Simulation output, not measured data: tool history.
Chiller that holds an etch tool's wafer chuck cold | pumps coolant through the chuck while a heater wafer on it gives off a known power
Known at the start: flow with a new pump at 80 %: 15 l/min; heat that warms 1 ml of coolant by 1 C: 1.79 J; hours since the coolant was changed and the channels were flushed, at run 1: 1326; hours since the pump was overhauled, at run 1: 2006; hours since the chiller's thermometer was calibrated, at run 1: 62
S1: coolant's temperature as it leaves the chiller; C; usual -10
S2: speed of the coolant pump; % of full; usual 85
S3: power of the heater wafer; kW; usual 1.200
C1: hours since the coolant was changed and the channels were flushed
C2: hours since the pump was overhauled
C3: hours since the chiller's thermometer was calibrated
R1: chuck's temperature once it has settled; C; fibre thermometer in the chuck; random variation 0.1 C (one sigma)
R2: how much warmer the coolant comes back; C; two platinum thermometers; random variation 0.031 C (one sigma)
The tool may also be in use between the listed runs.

{"run": 1, "hour": 0.0, "S1": -10, "S2": 85, "S3": 1.2, "C1": 1326, "C2": 2006, "C3": 62, "R1": 0.1, "R2": 2.64}
{"run": 2, "hour": 139.4, "S1": -10, "S2": 85, "S3": 1.2, "C1": 1465, "C2": 2145, "C3": 201, "R1": 0.2, "R2": 2.63}
{"run": 3, "hour": 266.2, "S1": -10, "S2": 85, "S3": 1.2, "C1": 1592, "C2": 2272, "C3": 328, "R1": 0.2, "R2": 2.65}
{"run": 4, "hour": 369.0, "S1": -10, "S2": 85, "S3": 1.2, "C1": 1695, "C2": 2375, "C3": 431, "R1": 0.3, "R2": 2.61}
{"run": 5, "hour": 506.1, "S1": -10, "S2": 85, "S3": 1.2, "C1": 1832, "C2": 2512, "C3": 568, "R1": 0.6, "R2": 2.64}
{"run": 6, "hour": 623.3, "S1": -10, "S2": 85, "S3": 1.2, "C1": 1949, "C2": 2629, "C3": 685, "R1": 0.5, "R2": 2.65}
{"run": 7, "hour": 777.9, "S1": -10, "S2": 92, "S3": 1.2, "C1": 2104, "C2": 2784, "C3": 840, "R1": -0.1, "R2": 2.44}
{"run": 8, "hour": 849.2, "S1": -10, "S2": 85, "S3": 1.2, "C1": 2175, "C2": 2855, "C3": 911, "R1": 0.7, "R2": 2.61}
{"run": 9, "hour": 966.5, "S1": -10, "S2": 85, "S3": 1.2, "C1": 2292, "C2": 2973, "C3": 1028, "R1": 0.7, "R2": 2.67}
{"hour": 985.4, "done": "coolant pump overhauled"}
{"run": 10, "hour": 1113.8, "S1": -10, "S2": 85, "S3": 1.2, "C1": 2434, "C2": 128, "C3": 1171, "R1": 1.1, "R2": 2.69}
{"run": 11, "hour": 1206.2, "S1": -10, "S2": 85, "S3": 1.2, "C1": 2527, "C2": 221, "C3": 1263, "R1": 1.2, "R2": 2.71}
{"run": 12, "hour": 1309.7, "S1": -10, "S2": 85, "S3": 1.364, "C1": 2630, "C2": 324, "C3": 1366, "R1": 2.5, "R2": 3.08}
{"run": 13, "hour": 1384.8, "S1": -10, "S2": 85, "S3": 1.2, "C1": 2705, "C2": 399, "C3": 1442, "R1": 1.1, "R2": 2.69}
{"hour": 1455.1, "done": "coolant pump overhauled, once more"}
{"run": 14, "hour": 1500.9, "S1": -10, "S2": 85, "S3": 1.2, "C1": 2817, "C2": 46, "C3": 1553, "R1": 0.4, "R2": 2.54}
{"run": 15, "hour": 1616.1, "S1": -7, "S2": 85, "S3": 1.2, "C1": 2932, "C2": 161, "C3": 1668, "R1": 3.7, "R2": 2.59}
{"run": 16, "hour": 1691.8, "S1": -7, "S2": 85, "S3": 1.2, "C1": 3007, "C2": 237, "C3": 1744, "R1": 3.8, "R2": 2.54}

The next listed run, before its measurement:
{"run": 17, "hour": 1846.1, "S1": 0, "S2": 95, "S3": 1.065, "C1": 3162, "C2": 391, "C3": 1898, "R1": "?", "R2": "?"}

Run 17 gave R1 8.8 C, R2 2.01 C.
Without the tool's hidden state the same run would have given R1 7.7 C, R2 1.99 C.
